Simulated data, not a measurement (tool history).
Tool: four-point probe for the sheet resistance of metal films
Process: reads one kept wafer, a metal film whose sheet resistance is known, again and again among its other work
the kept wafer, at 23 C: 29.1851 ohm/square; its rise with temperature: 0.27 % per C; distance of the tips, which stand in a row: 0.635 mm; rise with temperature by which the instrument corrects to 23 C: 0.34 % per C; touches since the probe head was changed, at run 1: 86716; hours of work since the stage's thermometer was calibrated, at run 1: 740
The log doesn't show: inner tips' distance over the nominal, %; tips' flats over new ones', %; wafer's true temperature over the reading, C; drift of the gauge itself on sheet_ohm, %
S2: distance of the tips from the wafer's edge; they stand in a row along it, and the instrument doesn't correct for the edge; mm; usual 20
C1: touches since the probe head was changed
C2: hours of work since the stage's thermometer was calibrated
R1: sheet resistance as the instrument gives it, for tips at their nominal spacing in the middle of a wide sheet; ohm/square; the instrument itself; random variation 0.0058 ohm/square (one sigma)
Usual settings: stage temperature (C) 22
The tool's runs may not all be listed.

run 1 hour=0 | stage_temperature_(C)=22 S2=20 | C1=86716 C2=740 | R1=28.906648
run 2 hour=31.7 | stage_temperature_(C)=22 S2=20 | C1=88298 C2=758 | R1=28.906865
run 3 hour=61 | stage_temperature_(C)=22 S2=20 | C1=89757 C2=775 | R1=28.90332
run 4 hour=84.7 | stage_temperature_(C)=22 S2=20 | C1=90943 C2=788 | R1=28.89889
run 5 hour=112.7 | stage_temperature_(C)=22 S2=20 | C1=92341 C2=804 | R1=28.889258
run 6 hour=150.6 | stage_temperature_(C)=22 S2=25 | C1=94228 C2=825 | R1=28.873242
run 7 hour=175 | stage_temperature_(C)=22 S2=25 | C1=95447 C2=839 | R1=28.872196
run 8 hour=196.7 | stage_temperature_(C)=22 S2=25 | C1=96529 C2=852 | R1=28.874199
run 9 hour=215.1 | stage_temperature_(C)=20 S2=20 | C1=97448 C2=862 | R1=28.899456
run 10 hour=250.9 | stage_temperature_(C)=25 S2=20 | C1=99235 C2=882 | R1=28.804318
run 11 hour=272.3 | stage_temperature_(C)=25 S2=20 | C1=100300 C2=894 | R1=28.801867
-- hour=275.4 stage's thermometer calibrated
run 12 hour=312.8 | stage_temperature_(C)=25 S2=20 | C1=102296 C2=21 | R1=28.79033
run 13 hour=331.3 | stage_temperature_(C)=22 S2=20 | C1=103220 C2=32 | R1=28.849967
run 14 hour=364.3 | stage_temperature_(C)=22 S2=20 | C1=104866 C2=50 | R1=28.84933
run 15 hour=400 | stage_temperature_(C)=22 S2=20 | C1=106647 C2=71 | R1=28.845324
run 16 hour=426 | stage_temperature_(C)=22 S2=20 | C1=107943 C2=85 | R1=28.840002
run 17 hour=445.1 | stage_temperature_(C)=22 S2=20 | C1=108900 C2=96 | R1=28.826271
run 18 hour=478.8 | stage_temperature_(C)=22 S2=20 | C1=110581 C2=115 | R1=28.824053
-- hour=492.1 stage's thermometer calibrated, once more
run 19 hour=508.1 | stage_temperature_(C)=35 S2=20 | C1=112015 C2=9 | R1=28.543034
run 20 hour=526.9 | stage_temperature_(C)=35 S2=20 | C1=112953 C2=20 | R1=28.538413
-- hour=540.1 new probe head fitted
run 21 hour=554.6 | stage_temperature_(C)=35 S2=9 | C1=726 C2=35 | R1=29.029966
run 22 hour=594.4 | stage_temperature_(C)=26 S2=18 | C1=2708 C2=57 | R1=29.167191
run 23 hour=618 | stage_temperature_(C)=22 S2=11 | C1=3887 C2=71 | R1=29.266899
run 24 hour=645.9 | stage_temperature_(C)=22 S2=11 | C1=5280 C2=87 | R1=29.259605
run 25 hour=684.1 | stage_temperature_(C)=19 S2=3 | C1=7184 C2=108 | R1=29.953169
run 26 hour=716.1 | stage_temperature_(C)=27 S2=21 | C1=8783 C2=127 | R1=29.101523
run 27 hour=746.9 | stage_temperature_(C)=22 S2=42 | C1=10320 C2=144 | R1=29.174321
run 28 hour=781.9 | stage_temperature_(C)=23 S2=57 | C1=12065 C2=164 | R1=29.169017
run 29 hour=799.6 | stage_temperature_(C)=23 S2=57 | C1=12948 C2=174 | R1=29.151628
run 30 hour=819.2 | stage_temperature_(C)=23 S2=57 | C1=13928 C2=185 | R1=29.156669
run 31 hour=842 | stage_temperature_(C)=23 S2=57 | C1=15063 C2=198 | R1=29.14433
run 32 hour=862.6 | stage_temperature_(C)=27 S2=3 | C1=16089 C2=210 | R1=29.747501
run 33 hour=892.2 | stage_temperature_(C)=30 S2=5 | C1=17567 C2=226 | R1=29.238735
run 34 hour=910.3 | stage_temperature_(C)=23 S2=13 | C1=18472 C2=237 | R1=29.169517
run 35 hour=945 | stage_temperature_(C)=23 S2=13 | C1=20199 C2=256 | R1=29.154179
run 36 hour=977.6 | stage_temperature_(C)=31 S2=23 | C1=21828 C2=275 | R1=28.984142

Forecast each of these 4 alternatives for the next run:
run A hour=1015.7 | stage_temperature_(C)=31 S2=40 | C1=23729 C2=297 | R1=?
run B hour=1015.7 | stage_temperature_(C)=19 S2=20 | C1=23729 C2=297 | R1=?
run C hour=1015.7 | stage_temperature_(C)=31 S2=4 | C1=23729 C2=297 | R1=?
run D hour=1015.7 | stage_temperature_(C)=27 S2=9 | C1=23729 C2=297 | R1=?

run=A R1=28.960735
run=B R1=29.215905
run=C R1=29.340371
run=D R1=29.114091
Without the tool's hidden state the same runs would have given:
run=A R1=29.031199
run=B R1=29.286797
run=C R1=29.411679
run=D R1=29.184851
